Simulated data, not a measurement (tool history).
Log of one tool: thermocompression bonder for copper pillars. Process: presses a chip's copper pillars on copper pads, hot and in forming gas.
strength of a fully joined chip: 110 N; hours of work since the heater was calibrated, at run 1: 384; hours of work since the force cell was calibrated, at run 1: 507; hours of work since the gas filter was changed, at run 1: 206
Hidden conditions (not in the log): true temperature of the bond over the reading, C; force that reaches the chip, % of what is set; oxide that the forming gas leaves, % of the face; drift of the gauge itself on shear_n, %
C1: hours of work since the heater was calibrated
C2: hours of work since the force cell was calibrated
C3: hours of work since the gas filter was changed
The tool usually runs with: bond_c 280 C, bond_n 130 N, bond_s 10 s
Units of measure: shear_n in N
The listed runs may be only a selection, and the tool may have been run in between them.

run 1 hour=0 | bond_c=280 bond_n=130 bond_s=10 | C1=384 C2=507 C3=206 | shear_n=66.2
run 2 hour=14.5 | bond_c=280 bond_n=130 bond_s=8 | C1=394 C2=517 C3=216 | shear_n=62.2
run 3 hour=22 | bond_c=280 bond_n=130 bond_s=8 | C1=399 C2=522 C3=221 | shear_n=61.6
run 4 hour=36 | bond_c=280 bond_n=130 bond_s=30 | C1=408 C2=531 C3=230 | shear_n=85.7
run 5 hour=47.7 | bond_c=280 bond_n=130 bond_s=30 | C1=416 C2=539 C3=238 | shear_n=86.1
run 6 hour=62 | bond_c=280 bond_n=130 bond_s=30 | C1=425 C2=549 C3=247 | shear_n=85.6
run 7 hour=69.8 | bond_c=280 bond_n=130 bond_s=10 | C1=431 C2=554 C3=253 | shear_n=65.5
run 8 hour=80.8 | bond_c=280 bond_n=130 bond_s=10 | C1=438 C2=561 C3=260 | shear_n=65.5
run 9 hour=91.5 | bond_c=280 bond_n=130 bond_s=13 | C1=445 C2=568 C3=267 | shear_n=70.3
run 10 hour=100.4 | bond_c=280 bond_n=130 bond_s=10 | C1=451 C2=574 C3=273 | shear_n=65.4
run 11 hour=107.2 | bond_c=280 bond_n=130 bond_s=10 | C1=455 C2=579 C3=278 | shear_n=65.6
run 12 hour=117 | bond_c=280 bond_n=130 bond_s=10 | C1=462 C2=585 C3=284 | shear_n=65.3
run 13 hour=128.1 | bond_c=280 bond_n=130 bond_s=10 | C1=469 C2=593 C3=291 | shear_n=64.8
run 14 hour=139.7 | bond_c=280 bond_n=99 bond_s=10 | C1=477 C2=600 C3=299 | shear_n=58.4
run 15 hour=149.9 | bond_c=280 bond_n=130 bond_s=10 | C1=484 C2=607 C3=306 | shear_n=65.6
run 16 hour=159.9 | bond_c=280 bond_n=130 bond_s=10 | C1=491 C2=614 C3=313 | shear_n=64.9
run 17 hour=171.6 | bond_c=280 bond_n=130 bond_s=10 | C1=499 C2=622 C3=321 | shear_n=64.7
run 18 hour=177.9 | bond_c=280 bond_n=130 bond_s=10 | C1=503 C2=626 C3=325 | shear_n=64.9
run 19 hour=188.8 | bond_c=280 bond_n=130 bond_s=10 | C1=510 C2=633 C3=332 | shear_n=65.1
-- hour=192 heater calibrated with a thermocouple chip
run 20 hour=201.3 | bond_c=280 bond_n=130 bond_s=10 | C1=6 C2=640 C3=339 | shear_n=65.6
run 21 hour=210.4 | bond_c=280 bond_n=183 bond_s=7 | C1=12 C2=646 C3=345 | shear_n=67.6
-- hour=219 heater calibrated with a thermocouple chip, once more
run 22 hour=226.6 | bond_c=280 bond_n=111 bond_s=12 | C1=5 C2=656 C3=355 | shear_n=62.5
run 23 hour=235.3 | bond_c=308 bond_n=96 bond_s=25 | C1=11 C2=662 C3=360 | shear_n=84.1
run 24 hour=247.7 | bond_c=308 bond_n=96 bond_s=25 | C1=19 C2=670 C3=369 | shear_n=84.2
run 25 hour=256.8 | bond_c=308 bond_n=96 bond_s=16 | C1=25 C2=676 C3=375 | shear_n=76
run 26 hour=265.5 | bond_c=308 bond_n=96 bond_s=16 | C1=31 C2=682 C3=381 | shear_n=76.3
run 27 hour=275 | bond_c=308 bond_n=96 bond_s=16 | C1=37 C2=688 C3=387 | shear_n=76.2
run 28 hour=289.6 | bond_c=279 bond_n=191 bond_s=10 | C1=47 C2=698 C3=397 | shear_n=71.9
run 29 hour=302 | bond_c=308 bond_n=191 bond_s=8 | C1=55 C2=706 C3=405 | shear_n=80.4
run 30 hour=315.5 | bond_c=291 bond_n=82 bond_s=16 | C1=64 C2=715 C3=414 | shear_n=64.5
run 31 hour=322 | bond_c=291 bond_n=118 bond_s=16 | C1=69 C2=719 C3=418 | shear_n=74.1
run 32 hour=335.8 | bond_c=280 bond_n=151 bond_s=10 | C1=78 C2=729 C3=427 | shear_n=66
run 33 hour=341.9 | bond_c=280 bond_n=151 bond_s=10 | C1=82 C2=733 C3=432 | shear_n=66.1
run 34 hour=353.9 | bond_c=280 bond_n=151 bond_s=10 | C1=90 C2=741 C3=440 | shear_n=66.1
run 35 hour=368.3 | bond_c=280 bond_n=151 bond_s=10 | C1=100 C2=750 C3=449 | shear_n=66.5
run 36 hour=380.5 | bond_c=280 bond_n=85 bond_s=10 | C1=108 C2=759 C3=457 | shear_n=51.3
-- hour=391.5 forming gas filter changed
run 37 hour=394.3 | bond_c=280 bond_n=85 bond_s=10 | C1=117 C2=767 C3=2 | shear_n=57
run 38 hour=400.6 | bond_c=290 bond_n=95 bond_s=10 | C1=121 C2=772 C3=6 | shear_n=65.1
run 39 hour=409.7 | bond_c=290 bond_n=95 bond_s=10 | C1=127 C2=778 C3=12 | shear_n=64.6
run 40 hour=423.7 | bond_c=290 bond_n=95 bond_s=10 | C1=136 C2=787 C3=22 | shear_n=65.1

A few steps of shear_n between consecutive runs. Split each: what settings, incoming material and random variation would produce without the hidden state, and what is left over for the hidden state, along with gauge scatter present in only one of the two compared results (measured, and without hidden state):
Run 3 -> 4: bond_s 8 -> 30. shear_n +24.1 N: hidden state -1.5, all else +25.6.
Run 6 -> 7: bond_s 30 -> 10. shear_n -20.1 N: hidden state +1.2, all else -21.3.
Run 21 -> 22: bond_n 183 -> 111, bond_s 7 -> 12, heater calibrated with a thermocouple chip, once more. shear_n -5.1 N: hidden state -1.9, all else -3.2.
Run 22 -> 23: bond_c 280 -> 308, bond_n 111 -> 96, bond_s 12 -> 25. shear_n +21.6 N: hidden state -1.8, all else +23.4.
Run 36 -> 37: forming gas filter changed. shear_n +5.7 N: hidden state +5.1, all else +0.6.

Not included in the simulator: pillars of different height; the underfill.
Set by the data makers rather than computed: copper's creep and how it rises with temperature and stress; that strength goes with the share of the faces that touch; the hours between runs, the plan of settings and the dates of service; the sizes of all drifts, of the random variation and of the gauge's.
